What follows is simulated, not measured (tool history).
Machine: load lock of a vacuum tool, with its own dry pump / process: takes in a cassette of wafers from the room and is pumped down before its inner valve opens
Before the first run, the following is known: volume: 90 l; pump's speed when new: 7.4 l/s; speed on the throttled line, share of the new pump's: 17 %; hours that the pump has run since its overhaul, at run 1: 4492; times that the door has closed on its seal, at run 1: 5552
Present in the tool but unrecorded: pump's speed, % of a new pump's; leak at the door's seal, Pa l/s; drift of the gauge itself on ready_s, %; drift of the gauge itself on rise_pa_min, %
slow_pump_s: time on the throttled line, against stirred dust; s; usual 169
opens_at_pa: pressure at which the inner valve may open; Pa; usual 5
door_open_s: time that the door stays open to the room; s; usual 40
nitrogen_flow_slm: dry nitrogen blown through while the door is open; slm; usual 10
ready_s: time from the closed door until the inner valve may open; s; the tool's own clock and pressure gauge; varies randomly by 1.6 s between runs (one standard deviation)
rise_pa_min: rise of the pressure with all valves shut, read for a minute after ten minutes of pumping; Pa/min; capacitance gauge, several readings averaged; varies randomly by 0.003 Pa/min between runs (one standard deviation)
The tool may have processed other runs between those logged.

run,hour,slow_pump_s,opens_at_pa,door_open_s,nitrogen_flow_slm,hours that the pump has run since its overhaul,times that the door has closed on its seal,"incoming humidity of the room's air, %",ready_s,rise_pa_min
1,0,169,5,40,10,4492,5552,46.6,269.8,0.029
2,123.3,169,5,40,10,4616,6029,44.9,269.8,0.027
3,231.9,189,5,40,10,4724,6449,42.3,289.9,0.032
4,302.1,169,5,40,10,4795,6721,46.9,270.3,0.026
5,400.9,169,5,81,10,4893,7103,45.9,267.2,0.042
6,473.3,169,5,81,10,4966,7383,43.5,268.1,0.042
7,534.9,169,7,40,10,5027,7622,46.3,266.3,0.035
8,605.1,169,5,77,10,5098,7894,43.6,271.3,0.044
9,699.1,169,5,77,10,5192,8257,42.1,272,0.045
10,788.4,169,5,40,10,5281,8603,45.6,269.7,0.043
11,908.4,169,7,40,10,5401,9067,45,266.7,0.04
12,995.4,169,5,40,10,5488,9404,46.4,271.8,0.043
13,1079.5,169,5,40,10,5572,9729,42.6,271.9,0.045
14,1151.6,169,5,40,10,5644,10008,48.8,271,0.041
15,1284.1,169,5,40,10,5777,10521,41.2,270.2,0.043
16,1392.3,169,5,92,10,5885,10940,51,272.2,0.06
17,1463.5,169,5,92,10,5956,11215,42,269,0.06
18,1537.2,169,5,92,10,6030,11500,43.7,272.4,0.06
19,1633.2,169,5,92,10,6126,11871,44.8,271.6,0.059
20,1758,216,5,92,10,6250,12354,42.1,312.1,0.065
21,1873.7,171,5,96,38,6366,12802,45.4,272.7,0.052
22,1932.5,245,5,41,38,6425,13030,40.4,335.4,0.056
23,2046.2,275,5,41,37,6539,13469,44.8,357.2,0.05
24,2165.3,275,5,41,37,6658,13930,46.9,359.1,0.054
25,2263.8,272,5,41,37,6756,14312,45.1,354.3,0.056
26,2396.5,272,5,93,37,6889,14825,45.5,357.2,0.057
27,2454.1,272,5,93,37,6947,15048,39.6,357.8,0.065
28,2541.3,272,5,93,37,7034,15385,45.3,355.3,0.066
29,2661.9,84,5,40,8,7154,15852,41.2,203.9,0.073
30,2779.2,84,5,40,41,7272,16306,45,204.6,0.069
31,2863.3,159,5,40,34,7356,16631,46.4,264.8,0.071
32,2949.5,159,5,40,34,7442,16964,43.6,264.6,0.073
33,3022.7,257,5,43,23,7515,17248,48.3,343.8,0.078
34,3110.2,138,9,43,7,7603,17586,44.1,238.2,0.082
35,3237.8,138,9,43,7,7730,18080,47.2,237.8,0.09
36,3321.5,153,5,71,17,7814,18404,45.1,258,0.094
37,3397.3,153,5,71,17,7890,18697,44.8,259.8,0.088
38,3479,169,6,40,5,7971,19013,46.2,270.8,0.093

Below are 3 alternative next runs, each starting from the tool's condition after run 38. Predict each:
A,3545.3,169,5,142,12,8038,19270,47.3,?,?
B,3545.3,169,6,54,5,8038,19270,45.1,?,?
C,3545.3,309,5,30,5,8038,19270,43.7,?,?

run,ready_s,rise_pa_min
A,274.4,0.108
B,274.7,0.105
C,392.2,0.092
Stripped of hidden state, with their random variation kept, the same runs would have yielded:
run,ready_s,rise_pa_min
A,264.6,0.03
B,265,0.026
C,384.4,0.015
